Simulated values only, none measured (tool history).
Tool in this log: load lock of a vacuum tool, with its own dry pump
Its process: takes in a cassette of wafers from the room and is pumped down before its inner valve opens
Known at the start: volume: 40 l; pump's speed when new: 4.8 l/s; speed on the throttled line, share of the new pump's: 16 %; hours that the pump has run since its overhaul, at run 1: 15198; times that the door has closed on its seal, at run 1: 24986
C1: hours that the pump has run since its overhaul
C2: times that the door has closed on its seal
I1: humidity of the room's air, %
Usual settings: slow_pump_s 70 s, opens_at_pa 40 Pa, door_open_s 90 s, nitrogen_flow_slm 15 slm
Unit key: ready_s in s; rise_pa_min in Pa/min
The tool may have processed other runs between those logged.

Run 1, day 0.000: usual settings; C1 15198; C2 24986; I1 45.2. Result: ready_s 135.7 s, rise_pa_min 0.103 Pa/min.
Run 2, day 5.775: usual settings; C1 15336; C2 25440; I1 46.2. Result: ready_s 136.7 s, rise_pa_min 0.105 Pa/min.
Run 3, day 16.767: usual settings; C1 15600; C2 26305; I1 43.5. Result: ready_s 137.3 s, rise_pa_min 0.106 Pa/min.
Run 4, day 27.858: usual settings; C1 15866; C2 27178; I1 44.7. Result: ready_s 136.1 s, rise_pa_min 0.112 Pa/min.
Run 5, day 37.696: usual settings but nitrogen_flow_slm 14 slm; C1 16103; C2 27952; I1 44.3. Result: ready_s 137.2 s, rise_pa_min 0.113 Pa/min.
Run 6, day 43.412: usual settings but nitrogen_flow_slm 14 slm; C1 16240; C2 28402; I1 47.2. Result: ready_s 137.7 s, rise_pa_min 0.112 Pa/min.
Run 7, day 49.783: usual settings but door_open_s 83 s, nitrogen_flow_slm 14 slm; C1 16393; C2 28903; I1 52.0. Result: ready_s 136.8 s, rise_pa_min 0.118 Pa/min.
Run 8, day 56.638: usual settings but nitrogen_flow_slm 5 slm; C1 16557; C2 29442; I1 45.2. Result: ready_s 139.4 s, rise_pa_min 0.137 Pa/min.
Run 9, day 67.888: usual settings; C1 16827; C2 30328; I1 44.6. Result: ready_s 137.9 s, rise_pa_min 0.122 Pa/min.
Run 10, day 75.800: usual settings; C1 17017; C2 30950; I1 43.5. Result: ready_s 139.3 s, rise_pa_min 0.125 Pa/min.
Run 11, day 86.088: usual settings; C1 17264; C2 31760; I1 43.3. Result: ready_s 140.8 s, rise_pa_min 0.134 Pa/min.
Run 12, day 97.171: usual settings; C1 17530; C2 32632; I1 46.0. Result: ready_s 138.5 s, rise_pa_min 0.133 Pa/min.
Run 13, day 105.133: usual settings; C1 17721; C2 33258; I1 42.3. Result: ready_s 139.3 s, rise_pa_min 0.136 Pa/min.
Run 14, day 114.575: usual settings; C1 17948; C2 34001; I1 48.8. Result: ready_s 140.4 s, rise_pa_min 0.145 Pa/min.
Run 15, day 124.171: usual settings; C1 18178; C2 34756; I1 43.5. Result: ready_s 138.4 s, rise_pa_min 0.140 Pa/min.
Run 16, day 130.458: usual settings; C1 18329; C2 35251; I1 44.0. Result: ready_s 139.2 s, rise_pa_min 0.146 Pa/min.
Run 17, day 135.996: usual settings; C1 18462; C2 35686; I1 43.6. Result: ready_s 138.0 s, rise_pa_min 0.152 Pa/min.
At day 141.183: dry pump taken out, an overhauled one fitted.
Run 18, day 145.817: usual settings; C1 111; C2 36440; I1 46.9. Result: ready_s 124.8 s, rise_pa_min 0.154 Pa/min.
Run 19, day 151.983: usual settings; C1 259; C2 36925; I1 42.6. Result: ready_s 123.5 s, rise_pa_min 0.157 Pa/min.
Run 20, day 161.021: usual settings but slow_pump_s 85 s, opens_at_pa 29 Pa; C1 476; C2 37636; I1 45.8. Result: ready_s 140.5 s, rise_pa_min 0.152 Pa/min.
Run 21, day 166.096: usual settings but slow_pump_s 85 s, opens_at_pa 29 Pa, door_open_s 50 s, nitrogen_flow_slm 10 slm; C1 598; C2 38035; I1 41.7. Result: ready_s 140.0 s, rise_pa_min 0.152 Pa/min.
Run 22, day 174.833: usual settings but slow_pump_s 85 s, opens_at_pa 29 Pa, door_open_s 50 s, nitrogen_flow_slm 10 slm; C1 808; C2 38723; I1 46.0. Result: ready_s 139.4 s, rise_pa_min 0.158 Pa/min.
Run 23, day 185.504: usual settings but opens_at_pa 47 Pa, door_open_s 30 s; C1 1064; C2 39563; I1 44.7. Result: ready_s 122.9 s, rise_pa_min 0.154 Pa/min.
Run 24, day 193.004: usual settings but opens_at_pa 47 Pa, door_open_s 30 s; C1 1244; C2 40153; I1 44.2. Result: ready_s 123.2 s, rise_pa_min 0.163 Pa/min.
Run 25, day 200.383: usual settings but opens_at_pa 47 Pa, door_open_s 59 s, nitrogen_flow_slm 10 slm; C1 1421; C2 40733; I1 44.9. Result: ready_s 123.7 s, rise_pa_min 0.173 Pa/min.
Run 26, day 208.512: usual settings but slow_pump_s 96 s, door_open_s 230 s; C1 1616; C2 41373; I1 46.3. Result: ready_s 146.3 s, rise_pa_min 0.206 Pa/min.
Run 27, day 214.767: usual settings but opens_at_pa 33 Pa, nitrogen_flow_slm 40 slm; C1 1766; C2 41865; I1 48.4. Result: ready_s 128.1 s, rise_pa_min 0.162 Pa/min.
Run 28, day 219.721: usual settings but slow_pump_s 74 s, opens_at_pa 52 Pa, door_open_s 48 s, nitrogen_flow_slm 7 slm; C1 1885; C2 42255; I1 43.9. Result: ready_s 126.1 s, rise_pa_min 0.183 Pa/min.
Run 29, day 225.988: usual settings but slow_pump_s 74 s, opens_at_pa 52 Pa, door_open_s 48 s, nitrogen_flow_slm 7 slm; C1 2035; C2 42748; I1 43.7. Result: ready_s 125.5 s, rise_pa_min 0.182 Pa/min.
Run 30, day 233.500: usual settings but slow_pump_s 49 s, opens_at_pa 36 Pa, door_open_s 52 s, nitrogen_flow_slm 28 slm; C1 2216; C2 43339; I1 42.2. Result: ready_s 107.5 s, rise_pa_min 0.180 Pa/min.
Run 31, day 239.038: usual settings but slow_pump_s 68 s, door_open_s 38 s; C1 2349; C2 43775; I1 43.9. Result: ready_s 123.5 s, rise_pa_min 0.181 Pa/min.
Run 32, day 247.738: usual settings but slow_pump_s 68 s, door_open_s 38 s, nitrogen_flow_slm 10 slm; C1 2557; C2 44459; I1 49.9. Result: ready_s 124.3 s, rise_pa_min 0.187 Pa/min.
Run 33, day 257.204: usual settings but slow_pump_s 68 s, door_open_s 38 s, nitrogen_flow_slm 10 slm; C1 2785; C2 45204; I1 42.0. Result: ready_s 123.3 s, rise_pa_min 0.192 Pa/min.
Run 34, day 268.325: usual settings but slow_pump_s 117 s, opens_at_pa 72 Pa, door_open_s 62 s, nitrogen_flow_slm 8 slm; C1 3051; C2 46079; I1 41.4. Result: ready_s 159.5 s, rise_pa_min 0.202 Pa/min.
Run 35, day 279.208: usual settings but slow_pump_s 117 s, opens_at_pa 72 Pa, door_open_s 62 s, nitrogen_flow_slm 8 slm; C1 3313; C2 46936; I1 43.4. Result: ready_s 158.6 s, rise_pa_min 0.209 Pa/min.
Run 36, day 290.042: usual settings but slow_pump_s 131 s, nitrogen_flow_slm 4 slm; C1 3573; C2 47788; I1 49.5. Result: ready_s 177.3 s, rise_pa_min 0.235 Pa/min.
Run 37, day 300.979: usual settings but slow_pump_s 131 s, nitrogen_flow_slm 35 slm; C1 3835; C2 48649; I1 46.9. Result: ready_s 179.0 s, rise_pa_min 0.211 Pa/min.

Forecast each of these 3 alternatives for the next run:
Run A, day 311.192: usual settings but opens_at_pa 51 Pa, nitrogen_flow_slm 30 slm; C1 4080; C2 49452; I1 44.8. Result: ready_s ?, rise_pa_min ?.
Run B, day 311.192: usual settings but opens_at_pa 30 Pa, nitrogen_flow_slm 7 slm; C1 4080; C2 49452; I1 45.5. Result: ready_s ?, rise_pa_min ?.
Run C, day 311.192: usual settings but slow_pump_s 63 s, opens_at_pa 71 Pa, nitrogen_flow_slm 9 slm; C1 4080; C2 49452; I1 44.1. Result: ready_s ?, rise_pa_min ?.

run  ready_s  rise_pa_min
  A    123.6        0.214
  B    129.3        0.234
  C    115.1        0.235
Without the tool's unlogged condition, the same runs would have read:
run  ready_s  rise_pa_min
  A    121.4        0.013
  B    126.8        0.034
  C    112.9        0.032
